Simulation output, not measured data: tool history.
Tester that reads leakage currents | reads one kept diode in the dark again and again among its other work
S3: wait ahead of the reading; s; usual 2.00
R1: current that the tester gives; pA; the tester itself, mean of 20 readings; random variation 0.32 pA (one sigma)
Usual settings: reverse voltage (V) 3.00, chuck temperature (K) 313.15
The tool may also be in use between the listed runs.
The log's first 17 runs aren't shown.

{"run": 18, "hour": 1146.1, "reverse voltage (V)": 3.0, "chuck temperature (K)": 313.15, "S3": 3.21, "R1": 103.94}
{"run": 19, "hour": 1205.3, "reverse voltage (V)": 6.47, "chuck temperature (K)": 313.15, "S3": 2.0, "R1": 157.08}
{"run": 20, "hour": 1265.4, "reverse voltage (V)": 3.0, "chuck temperature (K)": 294.15, "S3": 2.0, "R1": 29.37}
{"run": 21, "hour": 1357.3, "reverse voltage (V)": 4.03, "chuck temperature (K)": 297.15, "S3": 2.23, "R1": 42.52}
{"run": 22, "hour": 1397.9, "reverse voltage (V)": 4.85, "chuck temperature (K)": 313.15, "S3": 2.0, "R1": 134.31}
{"run": 23, "hour": 1485.7, "reverse voltage (V)": 4.85, "chuck temperature (K)": 313.15, "S3": 2.0, "R1": 134.03}
{"run": 24, "hour": 1552.9, "reverse voltage (V)": 14.76, "chuck temperature (K)": 302.15, "S3": 2.0, "R1": 126.36}
{"run": 25, "hour": 1621.1, "reverse voltage (V)": 3.0, "chuck temperature (K)": 313.15, "S3": 0.46, "R1": 104.66}
{"run": 26, "hour": 1700.6, "reverse voltage (V)": 3.71, "chuck temperature (K)": 324.15, "S3": 7.02, "R1": 228.37}
{"run": 27, "hour": 1772.9, "reverse voltage (V)": 3.71, "chuck temperature (K)": 324.15, "S3": 7.02, "R1": 227.02}
{"hour": 1779.1, "done": "tester calibrated"}
{"run": 28, "hour": 1841.7, "reverse voltage (V)": 19.33, "chuck temperature (K)": 309.15, "S3": 2.23, "R1": 227.57}
{"run": 29, "hour": 1907.2, "reverse voltage (V)": 3.0, "chuck temperature (K)": 294.15, "S3": 4.37, "R1": 29.68}
{"hour": 1978.7, "done": "tester calibrated, once more"}
{"run": 30, "hour": 1986.5, "reverse voltage (V)": 3.0, "chuck temperature (K)": 294.15, "S3": 4.37, "R1": 29.21}
{"run": 31, "hour": 2062.7, "reverse voltage (V)": 3.0, "chuck temperature (K)": 317.15, "S3": 0.61, "R1": 130.62}

The next listed run, before its measurement:
{"run": 32, "hour": 2153.8, "reverse voltage (V)": 14.31, "chuck temperature (K)": 313.15, "S3": 1.85, "R1": "?"}

Run 32 gave R1 241.82 pA.
Without the tool's hidden state the same run would have given R1 243.56 pA.
